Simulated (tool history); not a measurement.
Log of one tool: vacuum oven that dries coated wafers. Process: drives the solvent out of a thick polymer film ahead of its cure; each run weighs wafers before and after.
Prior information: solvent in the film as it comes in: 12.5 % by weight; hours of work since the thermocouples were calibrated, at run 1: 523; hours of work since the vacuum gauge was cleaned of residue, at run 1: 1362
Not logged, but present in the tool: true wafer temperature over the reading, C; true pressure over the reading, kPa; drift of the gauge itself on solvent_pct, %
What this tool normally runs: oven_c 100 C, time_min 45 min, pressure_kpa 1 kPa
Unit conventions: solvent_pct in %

| run | hour | oven_c | time_min | pressure_kpa | hours of work since the thermocouples were calibrated | hours of work since the vacuum gauge was cleaned of residue | solvent_pct |
|---|---|---|---|---|---|---|---|
| 1 | 0 | 100 | 45 | 1 | 523 | 1362 | 2.75 |
| 2 | 36.7 | 115 | 45 | 1 | 550 | 1389 | 0.42 |
| 3 | 61.7 | 115 | 45 | 1 | 569 | 1408 | 0.42 |
| 4 | 98.8 | 100 | 45 | 1 | 597 | 1435 | 2.67 |
| 5 | 121.9 | 100 | 45 | 1 | 614 | 1453 | 2.7 |
|  | 170.9 | oven's thermocouples calibrated |
| 6 | 173.5 | 100 | 45 | 1 | 2 | 1490 | 2.66 |
| 7 | 213.9 | 100 | 45 | 1 | 32 | 1520 | 2.67 |
| 8 | 251.4 | 100 | 45 | 1 | 60 | 1548 | 2.68 |
| 9 | 289.1 | 107 | 45 | 1 | 88 | 1576 | 1.28 |
| 10 | 336.9 | 108 | 45 | 1 | 124 | 1612 | 1.09 |
| 11 | 389.9 | 104 | 45 | 1 | 164 | 1651 | 1.82 |
| 12 | 428.8 | 104 | 45 | 1 | 193 | 1680 | 1.76 |
| 13 | 458.2 | 85 | 45 | 1 | 215 | 1702 | 6.57 |
| 14 | 493.7 | 85 | 45 | 1 | 241 | 1729 | 6.53 |
| 15 | 531.4 | 85 | 45 | 1 | 269 | 1757 | 6.52 |
| 16 | 588.1 | 90 | 22 | 3.82 | 311 | 1799 | 8 |
| 17 | 632.6 | 90 | 22 | 3.82 | 345 | 1832 | 8.07 |
| 18 | 659.6 | 89 | 45 | 2.47 | 365 | 1852 | 6.03 |
| 19 | 682.7 | 104 | 45 | 0.93 | 382 | 1870 | 1.74 |
| 20 | 733.4 | 95 | 45 | 0.93 | 420 | 1908 | 3.93 |
| 21 | 789.1 | 95 | 45 | 0.93 | 462 | 1949 | 3.94 |
| 22 | 843.8 | 87 | 62 | 1.1 | 502 | 1990 | 5.05 |
| 23 | 874.3 | 87 | 62 | 1.1 | 525 | 2013 | 5.03 |
| 24 | 928 | 101 | 45 | 0.66 | 565 | 2053 | 2.31 |
| 25 | 960.3 | 96 | 51 | 2.44 | 589 | 2077 | 3.69 |
| 26 | 989.8 | 96 | 22 | 1.89 | 611 | 2099 | 6.4 |
| 27 | 1038 | 103 | 50 | 1.04 | 647 | 2135 | 1.72 |
|  | 1045.2 | oven's thermocouples calibrated |
| 28 | 1074.6 | 85 | 80 | 1 | 22 | 2161 | 4.58 |
| 29 | 1104 | 110 | 27 | 1.2 | 44 | 2183 | 2.03 |

Here are 4 independent what-if runs from the current tool condition. What would each one return?
| A | 1145.5 | 90 | 45 | 1.34 | 75 | 2214 | ? |
| B | 1145.5 | 105 | 44 | 1.2 | 75 | 2214 | ? |
| C | 1145.5 | 100 | 34 | 1 | 75 | 2214 | ? |
| D | 1145.5 | 109 | 36 | 3.31 | 75 | 2214 | ? |

| run | solvent_pct |
|---|---|
| A | 5.37 |
| B | 1.7 |
| C | 3.65 |
| D | 1.99 |
With no hidden state in the tool, these same runs would have given:
| run | solvent_pct |
|---|---|
| A | 5.36 |
| B | 1.69 |
| C | 3.65 |
| D | 1.99 |
